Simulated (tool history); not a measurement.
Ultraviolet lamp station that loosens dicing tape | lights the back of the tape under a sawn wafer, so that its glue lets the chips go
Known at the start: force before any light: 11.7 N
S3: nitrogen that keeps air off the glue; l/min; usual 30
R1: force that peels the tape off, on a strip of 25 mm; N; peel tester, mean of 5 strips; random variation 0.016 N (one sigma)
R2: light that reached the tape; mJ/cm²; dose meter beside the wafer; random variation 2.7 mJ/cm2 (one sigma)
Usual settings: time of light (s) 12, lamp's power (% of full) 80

Run 1, day 0.000: usual settings. Result: R1 0.962 N, R2 318 mJ/cm².
Run 2, day 0.500: usual settings. Result: R1 0.967 N, R2 323 mJ/cm².
Run 3, day 1.217: usual settings. Result: R1 0.980 N, R2 323 mJ/cm².
Run 4, day 1.721: usual settings but lamp's power (% of full) 62. Result: R1 1.658 N, R2 247 mJ/cm².
Run 5, day 2.129: usual settings but lamp's power (% of full) 62. Result: R1 1.639 N, R2 244 mJ/cm².
Run 6, day 2.750: usual settings but lamp's power (% of full) 87. Result: R1 0.832 N, R2 346 mJ/cm².
Run 7, day 3.129: usual settings but lamp's power (% of full) 87. Result: R1 0.858 N, R2 346 mJ/cm².
Run 8, day 3.858: usual settings but lamp's power (% of full) 87. Result: R1 0.880 N, R2 342 mJ/cm².
Run 9, day 4.429: usual settings but lamp's power (% of full) 87. Result: R1 0.810 N, R2 340 mJ/cm².
Run 10, day 4.900: usual settings but time of light (s) 16. Result: R1 0.556 N, R2 418 mJ/cm².
Run 11, day 5.408: usual settings. Result: R1 1.007 N, R2 314 mJ/cm².
Run 12, day 5.825: usual settings. Result: R1 1.011 N, R2 316 mJ/cm².
Run 13, day 6.338: usual settings. Result: R1 0.967 N, R2 313 mJ/cm².
Run 14, day 7.108: usual settings. Result: R1 1.014 N, R2 312 mJ/cm².
Run 15, day 7.650: usual settings. Result: R1 1.033 N, R2 310 mJ/cm².
At day 8.333: window cleaned of glue's vapour.
Run 16, day 8.433: usual settings. Result: R1 0.928 N, R2 329 mJ/cm².
Run 17, day 9.025: usual settings. Result: R1 0.892 N, R2 325 mJ/cm².
Run 18, day 9.583: usual settings. Result: R1 0.929 N, R2 328 mJ/cm².
Run 19, day 10.312: usual settings. Result: R1 0.940 N, R2 323 mJ/cm².
Run 20, day 11.017: usual settings but S3 13 l/min. Result: R1 1.829 N, R2 328 mJ/cm².
Run 21, day 11.550: usual settings but S3 13 l/min. Result: R1 1.819 N, R2 326 mJ/cm².
Run 22, day 11.888: usual settings but S3 13 l/min. Result: R1 1.859 N, R2 318 mJ/cm².
Run 23, day 12.312: usual settings but time of light (s) 11, lamp's power (% of full) 67, S3 13 l/min. Result: R1 2.848 N, R2 246 mJ/cm².
Run 24, day 13.092: usual settings but time of light (s) 11, lamp's power (% of full) 67, S3 13 l/min. Result: R1 2.772 N, R2 244 mJ/cm².
Run 25, day 13.612: usual settings but lamp's power (% of full) 78. Result: R1 1.045 N, R2 306 mJ/cm².
Run 26, day 14.179: usual settings but time of light (s) 14, lamp's power (% of full) 78, S3 45 l/min. Result: R1 0.519 N, R2 360 mJ/cm².
Run 27, day 14.821: usual settings but time of light (s) 7, lamp's power (% of full) 78, S3 44 l/min. Result: R1 2.106 N, R2 178 mJ/cm².
Run 28, day 15.596: usual settings but time of light (s) 7, lamp's power (% of full) 78, S3 44 l/min. Result: R1 2.151 N, R2 184 mJ/cm².
Run 29, day 16.233: usual settings but time of light (s) 10, lamp's power (% of full) 74, S3 45 l/min. Result: R1 1.291 N, R2 244 mJ/cm².
Run 30, day 16.562: usual settings but time of light (s) 15, S3 39 l/min. Result: R1 0.513 N, R2 393 mJ/cm².
Run 31, day 17.296: usual settings but time of light (s) 20, lamp's power (% of full) 65, S3 48 l/min. Result: R1 0.388 N, R2 422 mJ/cm².
Run 32, day 17.712: usual settings but time of light (s) 15, S3 51 l/min. Result: R1 0.415 N, R2 391 mJ/cm².
Run 33, day 18.204: usual settings but time of light (s) 10, lamp's power (% of full) 65, S3 51 l/min. Result: R1 1.542 N, R2 207 mJ/cm².
Run 34, day 18.738: usual settings but time of light (s) 10, lamp's power (% of full) 65, S3 51 l/min. Result: R1 1.535 N, R2 205 mJ/cm².
Run 35, day 19.167: usual settings but time of light (s) 24, lamp's power (% of full) 65, S3 23 l/min. Result: R1 0.453 N, R2 498 mJ/cm².
Run 36, day 19.742: usual settings but time of light (s) 10, lamp's power (% of full) 74. Result: R1 1.734 N, R2 239 mJ/cm².
Run 37, day 20.204: usual settings but lamp's power (% of full) 96, S3 28 l/min. Result: R1 0.736 N, R2 369 mJ/cm².
Run 38, day 20.658: usual settings but time of light (s) 23, lamp's power (% of full) 61, S3 32 l/min. Result: R1 0.415 N, R2 452 mJ/cm².
Run 39, day 21.338: usual settings but time of light (s) 23, lamp's power (% of full) 61, S3 32 l/min. Result: R1 0.435 N, R2 445 mJ/cm².
Run 40, day 21.775: usual settings but time of light (s) 20, lamp's power (% of full) 76. Result: R1 0.406 N, R2 488 mJ/cm².
Run 41, day 22.167: usual settings but time of light (s) 14, lamp's power (% of full) 68, S3 10 l/min. Result: R1 2.431 N, R2 302 mJ/cm².
Run 42, day 22.533: usual settings but time of light (s) 9. Result: R1 1.911 N, R2 229 mJ/cm².
Run 43, day 23.179: usual settings but time of light (s) 11, lamp's power (% of full) 66, S3 32 l/min. Result: R1 1.787 N, R2 232 mJ/cm².

3 ways to go on from here, each from the tool as it stands after run 43. What would each give?
Run A, day 23.917: usual settings but S3 25 l/min. Result: R1 ?, R2 ?.
Run B, day 23.917: usual settings but lamp's power (% of full) 90, S3 24 l/min. Result: R1 ?, R2 ?.
Run C, day 23.917: usual settings but lamp's power (% of full) 94, S3 15 l/min. Result: R1 ?, R2 ?.

run     R1   R2
  A  1.230  300
  B  0.984  341
  C  1.396  355
Without the tool's hidden state the same runs would have given:
run     R1   R2
  A  0.883  352
  B  0.696  400
  C  1.014  415
